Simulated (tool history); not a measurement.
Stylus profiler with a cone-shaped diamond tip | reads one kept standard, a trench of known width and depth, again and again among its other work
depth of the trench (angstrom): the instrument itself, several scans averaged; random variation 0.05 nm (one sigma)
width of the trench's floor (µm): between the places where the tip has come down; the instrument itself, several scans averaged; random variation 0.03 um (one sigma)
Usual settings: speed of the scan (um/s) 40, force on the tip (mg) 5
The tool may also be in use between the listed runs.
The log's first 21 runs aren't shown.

run,hour,speed of the scan (um/s),force on the tip (mg),scans with this tip,hours of work since the height scale was calibrated,depth of the trench (angstrom),width of the trench's floor (µm)
22,1794,40,5,10923,778,2020.8,46.94
23,1854.7,44,5,11571,824,2020.6,46.88
# hour 1947.5: height scale calibrated on a step standard
24,1956.4,126,12.02,12650,7,2045.2,46.77
25,2038.6,126,12.02,13527,69,2044.3,46.7
26,2113.8,59,4.8,14330,126,2023.2,46.63
27,2200.7,31,4.4,15257,192,2021.3,46.61
28,2259.6,43,4.82,15886,237,2022.5,46.55
29,2371.2,104,3.34,17077,322,2016.5,46.44
30,2494.7,56,1.88,18395,416,2009.4,46.34
# hour 2575.2: new tip fitted, height scale calibrated
31,2584.5,18,5.77,99,7,2028.9,48.03
32,2652.6,154,5.53,825,59,2027.3,47.81
33,2753.4,40,8.95,1901,135,2037.5,47.85
34,2872.3,26,13.84,3169,226,2048.9,47.71
35,2972.3,119,12.17,4237,302,2045,47.54
36,3070.5,14,8.15,5284,376,2032.4,47.55
37,3149.1,14,8.15,6123,436,2032.7,47.4

Run 38 comes next. What will it give?
38,3241.9,14,8.15,7114,507,?,?

depth of the trench (angstrom): 2031.8
width of the trench's floor (µm): 47.3
Without the tool's hidden state the same run would have given depth of the trench (angstrom) 2035, width of the trench's floor (µm) 48.
